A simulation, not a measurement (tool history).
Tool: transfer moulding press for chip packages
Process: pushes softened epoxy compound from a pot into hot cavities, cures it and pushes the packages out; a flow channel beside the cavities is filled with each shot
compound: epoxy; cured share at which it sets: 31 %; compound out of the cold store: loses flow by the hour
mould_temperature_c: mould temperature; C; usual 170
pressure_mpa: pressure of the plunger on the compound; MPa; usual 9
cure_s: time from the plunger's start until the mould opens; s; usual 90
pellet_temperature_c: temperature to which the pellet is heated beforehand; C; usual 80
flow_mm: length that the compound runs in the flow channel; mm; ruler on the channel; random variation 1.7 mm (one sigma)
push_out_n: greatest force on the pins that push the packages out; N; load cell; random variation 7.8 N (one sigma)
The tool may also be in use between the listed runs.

run	hour	mould_temperature_c	pressure_mpa	cure_s	pellet_temperature_c	incoming compound's hours out of the cold store	flow_mm	push_out_n
1	0	170	9	90	80	40.9	555	371
2	8.1	170	9	90	80	35.6	566	415
3	18.6	170	9	90	80	24.9	595	467
4	23.3	170	9	90	80	20.6	603	477
# hour 28.3: cavities cleaned with cleaning compound and waxed
5	34.9	170	9	90	80	44.1	545	376
6	40.6	170	9	90	80	46.5	537	397
7	47.6	170	9	90	80	39	556	433
8	53	177	9	90	80	20.1	586	396
# hour 64: cavities cleaned with cleaning compound and waxed
9	64.6	177	9	90	80	44.9	527	314
10	72.4	177	9	90	80	33.9	547	340
11	80.4	170	9	110	80	40.4	550	362
12	85	170	9	110	80	18.2	604	400
13	90	170	9	90	80	19.5	599	481
14	94.3	170	7.83	90	80	40.5	513	474
# hour 99.4: cavities cleaned with cleaning compound and waxed
15	101.8	170	9	90	89	19.9	598	367
16	111.8	170	9.86	90	89	13.3	647	409
17	116.7	173	9	90	80	29.9	563	388
# hour 122.2: plunger's sealing rings changed
18	124.8	173	9	90	80	17.4	634	412
19	130.8	170	8.68	90	76	34.4	588	486
# hour 137.5: cavities cleaned with cleaning compound and waxed
20	141.5	163	8.68	90	76	44.2	584	539
21	150.5	174	6.97	79	86	21.6	544	400
22	158.9	163	10.39	118	79	40.1	645	434
23	165.6	163	8.04	129	85	21.2	617	428
24	170	163	8.04	129	85	32.2	589	435
# hour 173: cavities cleaned with cleaning compound and waxed
25	179.6	170	9.69	71	80	37.2	607	558
26	188.8	173	7.75	71	80	19.5	578	538
27	195.3	173	7.75	71	80	28.6	557	553

4 ways to go on from here, each from the tool as it stands after run 27. What would each give?
A	205.8	170	7.02	84	87	28.1	?	?
B	205.8	170	9	113	80	20.8	?	?
C	205.8	170	9	90	88	28.3	?	?
D	205.8	173	8.78	71	80	28.3	?	?

run	flow_mm	push_out_n
A	534	532
B	626	414
C	605	500
D	593	591
Without the tool's hidden state the same runs would have given:
run	flow_mm	push_out_n
A	539	359
B	632	288
C	610	344
D	598	397
